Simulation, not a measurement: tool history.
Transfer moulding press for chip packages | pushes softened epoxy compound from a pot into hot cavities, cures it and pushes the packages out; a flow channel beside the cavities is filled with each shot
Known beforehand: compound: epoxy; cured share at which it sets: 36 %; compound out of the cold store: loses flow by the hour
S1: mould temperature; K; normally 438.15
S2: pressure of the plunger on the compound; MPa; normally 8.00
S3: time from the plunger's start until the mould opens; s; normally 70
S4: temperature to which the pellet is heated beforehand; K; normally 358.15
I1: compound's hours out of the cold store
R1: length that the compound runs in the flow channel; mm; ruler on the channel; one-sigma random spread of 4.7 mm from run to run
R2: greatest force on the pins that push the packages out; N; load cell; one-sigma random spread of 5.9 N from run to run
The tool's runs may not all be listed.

{"run": 1, "hour": 0.0, "S1": 438.15, "S2": 8.0, "S3": 70, "S4": 358.15, "I1": 11.6, "R1": 509, "R2": 306}
{"hour": 9.8, "done": "cavities cleaned with cleaning compound and waxed"}
{"run": 2, "hour": 39.7, "S1": 438.15, "S2": 8.0, "S3": 70, "S4": 358.15, "I1": 10.2, "R1": 522, "R2": 284}
{"hour": 56.2, "done": "cavities cleaned with cleaning compound and waxed"}
{"run": 3, "hour": 77.2, "S1": 438.15, "S2": 8.0, "S3": 70, "S4": 358.15, "I1": 33.8, "R1": 478, "R2": 262}
{"hour": 101.9, "done": "cavities cleaned with cleaning compound and waxed"}
{"run": 4, "hour": 120.5, "S1": 438.15, "S2": 8.0, "S3": 70, "S4": 358.15, "I1": 30.6, "R1": 480, "R2": 260}
{"hour": 153.2, "done": "cavities cleaned with cleaning compound and waxed"}
{"run": 5, "hour": 193.6, "S1": 438.15, "S2": 8.0, "S3": 70, "S4": 358.15, "I1": 36.3, "R1": 478, "R2": 298}
{"hour": 200.6, "done": "cavities cleaned with cleaning compound and waxed"}
{"run": 6, "hour": 236.5, "S1": 438.15, "S2": 8.0, "S3": 81, "S4": 358.15, "I1": 8.0, "R1": 507, "R2": 261}
{"hour": 246.5, "done": "cavities cleaned with cleaning compound and waxed"}
{"run": 7, "hour": 272.2, "S1": 438.15, "S2": 8.0, "S3": 55, "S4": 358.15, "I1": 28.7, "R1": 483, "R2": 396}
{"hour": 296.0, "done": "cavities cleaned with cleaning compound and waxed"}
{"hour": 323.6, "done": "plunger's sealing rings changed"}
{"run": 8, "hour": 331.3, "S1": 438.15, "S2": 8.0, "S3": 55, "S4": 358.15, "I1": 45.2, "R1": 483, "R2": 404}
{"hour": 344.7, "done": "cavities cleaned with cleaning compound and waxed"}
{"run": 9, "hour": 370.2, "S1": 438.15, "S2": 8.0, "S3": 55, "S4": 358.15, "I1": 24.4, "R1": 503, "R2": 419}
{"hour": 394.2, "done": "cavities cleaned with cleaning compound and waxed"}
{"hour": 441.7, "done": "cavities cleaned with cleaning compound and waxed"}
{"run": 10, "hour": 444.1, "S1": 438.15, "S2": 8.0, "S3": 55, "S4": 358.15, "I1": 45.0, "R1": 475, "R2": 311}
{"hour": 489.8, "done": "cavities cleaned with cleaning compound and waxed"}
{"run": 11, "hour": 517.4, "S1": 438.15, "S2": 8.0, "S3": 70, "S4": 358.15, "I1": 20.4, "R1": 507, "R2": 278}
{"hour": 537.2, "done": "cavities cleaned with cleaning compound and waxed"}
{"run": 12, "hour": 572.2, "S1": 438.15, "S2": 8.0, "S3": 70, "S4": 358.15, "I1": 17.8, "R1": 507, "R2": 306}
{"hour": 585.7, "done": "cavities cleaned with cleaning compound and waxed"}
{"hour": 632.5, "done": "cavities cleaned with cleaning compound and waxed"}
{"run": 13, "hour": 632.5, "S1": 440.15, "S2": 8.0, "S3": 70, "S4": 358.15, "I1": 41.3, "R1": 468, "R2": 202}
{"hour": 679.5, "done": "cavities cleaned with cleaning compound and waxed"}
{"run": 14, "hour": 680.6, "S1": 438.15, "S2": 6.39, "S3": 70, "S4": 358.15, "I1": 36.0, "R1": 425, "R2": 214}
{"run": 15, "hour": 723.2, "S1": 438.15, "S2": 6.39, "S3": 70, "S4": 358.15, "I1": 37.3, "R1": 425, "R2": 306}
{"hour": 728.8, "done": "cavities cleaned with cleaning compound and waxed"}
{"run": 16, "hour": 769.5, "S1": 438.15, "S2": 6.39, "S3": 70, "S4": 350.15, "I1": 30.4, "R1": 429, "R2": 295}
{"hour": 775.4, "done": "cavities cleaned with cleaning compound and waxed"}
{"run": 17, "hour": 805.6, "S1": 430.15, "S2": 8.07, "S3": 62, "S4": 357.15, "I1": 41.9, "R1": 479, "R2": 555}
{"hour": 822.1, "done": "mould's thermocouples calibrated"}
{"hour": 823.6, "done": "cavities cleaned with cleaning compound and waxed"}
{"run": 18, "hour": 863.5, "S1": 430.15, "S2": 8.07, "S3": 101, "S4": 357.15, "I1": 14.9, "R1": 523, "R2": 297}
{"hour": 871.7, "done": "cavities cleaned with cleaning compound and waxed"}
{"hour": 920.5, "done": "cavities cleaned with cleaning compound and waxed"}
{"run": 19, "hour": 936.2, "S1": 430.15, "S2": 8.07, "S3": 101, "S4": 357.15, "I1": 44.6, "R1": 474, "R2": 242}
{"hour": 969.0, "done": "cavities cleaned with cleaning compound and waxed"}
{"hour": 996.3, "done": "plunger's sealing rings changed"}
{"run": 20, "hour": 1009.6, "S1": 430.15, "S2": 8.07, "S3": 101, "S4": 357.15, "I1": 12.3, "R1": 566, "R2": 292}
{"hour": 1017.6, "done": "cavities cleaned with cleaning compound and waxed"}
{"hour": 1067.0, "done": "cavities cleaned with cleaning compound and waxed"}
{"run": 21, "hour": 1067.0, "S1": 430.15, "S2": 8.07, "S3": 101, "S4": 352.15, "I1": 19.5, "R1": 534, "R2": 212}
{"hour": 1114.1, "done": "cavities cleaned with cleaning compound and waxed"}
{"run": 22, "hour": 1138.0, "S1": 434.15, "S2": 8.79, "S3": 77, "S4": 365.15, "I1": 19.4, "R1": 547, "R2": 281}
{"hour": 1163.0, "done": "cavities cleaned with cleaning compound and waxed"}
{"run": 23, "hour": 1170.7, "S1": 437.15, "S2": 8.06, "S3": 72, "S4": 365.15, "I1": 43.4, "R1": 472, "R2": 232}
{"hour": 1209.5, "done": "cavities cleaned with cleaning compound and waxed"}
{"run": 24, "hour": 1212.0, "S1": 437.15, "S2": 8.06, "S3": 72, "S4": 365.15, "I1": 10.4, "R1": 529, "R2": 220}
{"hour": 1255.6, "done": "cavities cleaned with cleaning compound and waxed"}
{"run": 25, "hour": 1265.1, "S1": 433.15, "S2": 8.0, "S3": 66, "S4": 358.15, "I1": 38.7, "R1": 488, "R2": 339}
{"hour": 1302.4, "done": "cavities cleaned with cleaning compound and waxed"}
{"run": 26, "hour": 1330.2, "S1": 437.15, "S2": 8.0, "S3": 71, "S4": 358.15, "I1": 43.7, "R1": 469, "R2": 276}

Alternative continuations, all from the tool just after run 26; predict every row:
{"hour": 1352.2, "done": "cavities cleaned with cleaning compound and waxed"}
{"run": "A", "hour": 1392.5, "S1": 434.15, "S2": 6.97, "S3": 70, "S4": 353.15, "I1": 18.0, "R1": "?", "R2": "?"}
{"hour": 1352.2, "done": "cavities cleaned with cleaning compound and waxed"}
{"run": "B", "hour": 1392.5, "S1": 433.15, "S2": 8.0, "S3": 71, "S4": 358.15, "I1": 15.6, "R1": "?", "R2": "?"}
{"hour": 1352.2, "done": "cavities cleaned with cleaning compound and waxed"}
{"run": "C", "hour": 1392.5, "S1": 441.15, "S2": 8.0, "S3": 71, "S4": 351.15, "I1": 22.6, "R1": "?", "R2": "?"}

run=A R1=480 R2=356
run=B R1=521 R2=380
run=C R1=496 R2=290
Stripped of hidden state, with their random variation kept, the same runs would have yielded:
run=A R1=498 R2=255
run=B R1=540 R2=276
run=C R1=514 R2=204
